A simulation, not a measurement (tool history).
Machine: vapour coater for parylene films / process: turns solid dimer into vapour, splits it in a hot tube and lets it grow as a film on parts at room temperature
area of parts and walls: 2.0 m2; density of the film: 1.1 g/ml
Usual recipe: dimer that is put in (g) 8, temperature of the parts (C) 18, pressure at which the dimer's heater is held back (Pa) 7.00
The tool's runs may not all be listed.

run,hour,dimer that is put in (g),temperature of the parts (C),pressure at which the dimer's heater is held back (Pa),thickness of the film (µm)
1,0.0,8,18,7.00,2.55
2,23.6,8,14,7.00,2.72
3,39.6,8,18,9.88,2.39
4,71.4,8,18,7.00,2.51
5,98.7,8,18,7.00,2.50
6,121.8,8,18,7.00,2.49
7,147.9,3,18,7.00,0.94
8,165.9,8,13,7.00,2.74
9,192.6,8,13,7.00,2.71
# hour 222.6: trap's valve overhauled
10,225.2,9,18,7.00,2.64
11,240.0,8,18,7.00,2.33
12,255.0,8,18,7.00,2.37
13,278.1,3,18,7.00,0.87
14,296.1,8,17,7.00,2.37
15,315.4,8,12,9.29,2.50
16,329.6,11,24,6.79,2.87
# hour 356.4: trap's valve overhauled, once more
17,364.1,9,24,6.79,2.72
18,382.0,9,24,6.79,2.69
19,401.2,8,29,9.28,2.09
20,419.7,9,30,2.84,2.75
21,449.3,5,29,5.90,1.38
22,482.0,5,14,3.92,1.93
23,502.7,5,14,6.69,1.78
24,523.4,5,20,7.63,1.55
25,543.5,4,12,3.91,1.57
26,564.3,8,21,3.67,2.74
27,595.5,4,21,3.67,1.37

Hidden state or all else? Some run-to-run changes of thickness of the film (µm), split into what the settings, what came in and random variation would give without the hidden state, and what is left for the hidden state (with any gauge scatter that isn't in both results):
Hidden conditions of the tool in this case: vapour lost through the trap's worn valve, %; true temperature of the parts over the reading, C; drift of the gauge itself on film_um, %.
Run 6 -> 7: dimer that is put in (g) 8 -> 3. thickness of the film (µm) -1.55: hidden state +0.11, all else -1.66.
Run 7 -> 8: dimer that is put in (g) 3 -> 8, temperature of the parts (C) 18 -> 13. thickness of the film (µm) +1.80: hidden state -0.15, all else +1.95.
Run 13 -> 14: dimer that is put in (g) 3 -> 8, temperature of the parts (C) 18 -> 17. thickness of the film (µm) +1.50: hidden state -0.23, all else +1.73.
Run 16 -> 17: dimer that is put in (g) 11 -> 9, trap's valve overhauled, once more. thickness of the film (µm) -0.15: hidden state +0.42, all else -0.57.
